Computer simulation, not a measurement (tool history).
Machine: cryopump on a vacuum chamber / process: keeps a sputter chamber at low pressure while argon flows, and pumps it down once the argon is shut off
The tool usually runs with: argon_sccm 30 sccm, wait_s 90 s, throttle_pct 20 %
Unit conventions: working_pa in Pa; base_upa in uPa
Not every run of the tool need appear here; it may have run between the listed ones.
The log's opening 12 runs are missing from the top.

run 13 hour=743.5 | argon_sccm=38 wait_s=90 throttle_pct=20 | working_pa=0.2349 base_upa=1.54
-- hour=801 leaking fittings of the chamber tightened, without venting
run 14 hour=811.6 | argon_sccm=38 wait_s=90 throttle_pct=20 | working_pa=0.2387 base_upa=0.77
run 15 hour=866.3 | argon_sccm=16 wait_s=90 throttle_pct=20 | working_pa=0.0994 base_upa=0.8
run 16 hour=940.3 | argon_sccm=16 wait_s=90 throttle_pct=20 | working_pa=0.1004 base_upa=0.83
run 17 hour=1016.6 | argon_sccm=30 wait_s=90 throttle_pct=20 | working_pa=0.1876 base_upa=0.87
run 18 hour=1067.2 | argon_sccm=15 wait_s=40 throttle_pct=23 | working_pa=0.083 base_upa=1.55
run 19 hour=1114.8 | argon_sccm=13 wait_s=37 throttle_pct=34 | working_pa=0.0493 base_upa=1.59
run 20 hour=1148.5 | argon_sccm=13 wait_s=28 throttle_pct=57 | working_pa=0.0305 base_upa=2.04
run 21 hour=1192.2 | argon_sccm=13 wait_s=28 throttle_pct=57 | working_pa=0.0302 base_upa=2.05
run 22 hour=1228.6 | argon_sccm=27 wait_s=24 throttle_pct=21 | working_pa=0.1626 base_upa=2.29
run 23 hour=1293.8 | argon_sccm=27 wait_s=24 throttle_pct=21 | working_pa=0.1643 base_upa=2.36
run 24 hour=1347.3 | argon_sccm=25 wait_s=90 throttle_pct=20 | working_pa=0.1607 base_upa=1.09
run 25 hour=1388.6 | argon_sccm=25 wait_s=23 throttle_pct=22 | working_pa=0.1464 base_upa=2.56
run 26 hour=1438.2 | argon_sccm=41 wait_s=29 throttle_pct=53 | working_pa=0.1043 base_upa=2.17
run 27 hour=1520.6 | argon_sccm=12 wait_s=44 throttle_pct=24 | working_pa=0.0643 base_upa=1.71
run 28 hour=1557.8 | argon_sccm=30 wait_s=90 throttle_pct=24 | working_pa=0.1636 base_upa=1.24
run 29 hour=1640.3 | argon_sccm=17 wait_s=88 throttle_pct=20 | working_pa=0.1109 base_upa=1.32
run 30 hour=1681 | argon_sccm=17 wait_s=88 throttle_pct=20 | working_pa=0.1096 base_upa=1.34
run 31 hour=1742.2 | argon_sccm=17 wait_s=88 throttle_pct=20 | working_pa=0.1103 base_upa=1.42
run 32 hour=1799.7 | argon_sccm=17 wait_s=88 throttle_pct=20 | working_pa=0.1114 base_upa=1.39
run 33 hour=1864.7 | argon_sccm=30 wait_s=152 throttle_pct=20 | working_pa=0.1964 base_upa=1.25

Consider 4 possible next runs. They are alternatives, not a sequence: every one starts from the tool as it was left by run 33. What does each give?
-- hour=1887.3 pump warmed up, emptied and cooled again
run A hour=1919.4 | argon_sccm=14 wait_s=45 throttle_pct=51 | working_pa=? base_upa=?
-- hour=1887.3 pump warmed up, emptied and cooled again
run B hour=1919.4 | argon_sccm=30 wait_s=160 throttle_pct=20 | working_pa=? base_upa=?
-- hour=1887.3 pump warmed up, emptied and cooled again
run C hour=1919.4 | argon_sccm=47 wait_s=152 throttle_pct=35 | working_pa=? base_upa=?
-- hour=1887.3 pump warmed up, emptied and cooled again
run D hour=1919.4 | argon_sccm=25 wait_s=33 throttle_pct=51 | working_pa=? base_upa=?

run=A working_pa=0.0351 base_upa=1.78
run=B working_pa=0.1881 base_upa=1.05
run=C working_pa=0.1679 base_upa=1.11
run=D working_pa=0.0611 base_upa=2.21
With no hidden state in the tool, these same runs would have given:
run=A working_pa=0.0346 base_upa=1.17
run=B working_pa=0.187 base_upa=0.46
run=C working_pa=0.1662 base_upa=0.51
run=D working_pa=0.0602 base_upa=1.59
